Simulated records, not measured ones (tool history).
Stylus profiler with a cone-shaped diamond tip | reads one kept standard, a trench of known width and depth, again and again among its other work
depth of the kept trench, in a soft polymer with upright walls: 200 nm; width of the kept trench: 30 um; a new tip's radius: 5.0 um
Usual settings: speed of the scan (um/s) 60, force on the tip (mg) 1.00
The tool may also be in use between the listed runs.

run    hour  speed of the scan (um/s)  force on the tip (mg)  depth of the trench (angstrom)  width of the trench's floor (nm)
  1     0.0                        60                   1.00                          2022.6                             26510
  2   116.1                        60                   1.00                          2022.2                             26510
  3   226.3                        60                   1.00                          2022.2                             26470
  4   343.5                        60                   1.00                          2024.4                             26460
  5   434.6                        60                   1.00                          2024.6                             26450
  6   528.7                        60                   2.03                          2034.9                             26510
  7   645.5                        56                   2.03                          2036.6                             26470
  8   704.1                        60                   2.90                          2044.5                             26460
  9   760.5                        60                   0.85                          2023.5                             26270
 10   880.9                        60                   1.00                          2025.3                             26270
 11   949.2                        60                   1.00                          2026.2                             26230
 12  1072.4                        60                   1.00                          2027.4                             26210
 13  1191.6                        42                   1.00                          2027.8                             26280
 14  1253.9                        42                   1.00                          2028.7                             26270
 15  1318.4                        60                   0.40                          2019.4                             25890
 16  1385.1                        60                   1.00                          2028.7                             26070
 17  1461.8                        60                   1.00                          2029.5                             26100
 18  1540.2                        60                   1.00                          2029.6                             26030
 19  1634.0                        60                   1.00                          2029.9                             25970
 20  1760.1                        60                   1.00                          2030.4                             26020
 21  1834.6                        60                   1.00                          2031.1                             25930
     1870.7  -- height scale calibrated on a step standard
 22  1922.8                        60                   0.72                          2014.2                             25880
 23  2035.0                        60                   0.61                          2013.3                             25710
 24  2153.3                        60                   0.87                          2017.5                             25820
 25  2250.1                        35                   0.60                          2015.8                             25900
 26  2380.6                       187                   1.40                          2024.1                             25140
 27  2453.5                        28                   0.37                          2012.8                             25870
 28  2514.3                        50                   2.90                          2040.7                             25910
 29  2619.5                        50                   2.90                          2039.4                             25870
 30  2752.5                       165                   0.78                          2019.8                             24880
 31  2881.2                       165                   0.78                          2019.1                             24850
 32  3017.2                       164                   1.62                          2031.5                             25220
 33  3090.2                       164                   1.62                          2030.5                             25190
 34  3160.2                        60                   0.48                          2017.2                             25380
 35  3293.3                        26                   0.72                          2020.6                             25720
 36  3366.4                        21                   1.15                          2026.5                             25720
     3432.1  -- new tip fitted, height scale calibrated
 37  3500.7                        18                   0.51                          2010.8                             27030
 38  3598.1                       169                   2.51                          2033.9                             26540
 39  3704.0                       169                   2.51                          2035.0                             26440
 40  3764.5                       169                   2.51                          2035.5                             26400
 41  3878.4                        28                   1.04                          2020.2                             26920
 42  3955.2                        28                   0.53                          2014.3                             26760
 43  4076.0                       161                   1.00                          2021.2                             25920
 44  4196.0                        42                   0.75                          2019.4                             26660
 45  4291.2                        87                   0.64                          2016.7                             26240
 46  4347.7                        87                   0.64                          2016.9                             26220

4 ways to go on from here, each from the tool as it stands after run 46. What would each give?
  A  4415.6                        24                   0.36                               ?                                 ?
  B  4415.6                       135                   0.64                               ?                                 ?
  C  4415.6                        38                   2.70                               ?                                 ?
  D  4415.6                        70                   1.45                               ?                                 ?

run  depth of the trench (angstrom)  width of the trench's floor (nm)
  A                          2012.9                             26600
  B                          2017.0                             25780
  C                          2040.9                             26700
  D                          2029.0                             26530
Without the tool's hidden state the same runs would have given:
run  depth of the trench (angstrom)  width of the trench's floor (nm)
  A                          2008.2                             26940
  B                          2012.2                             26120
  C                          2036.1                             27040
  D                          2024.2                             26870
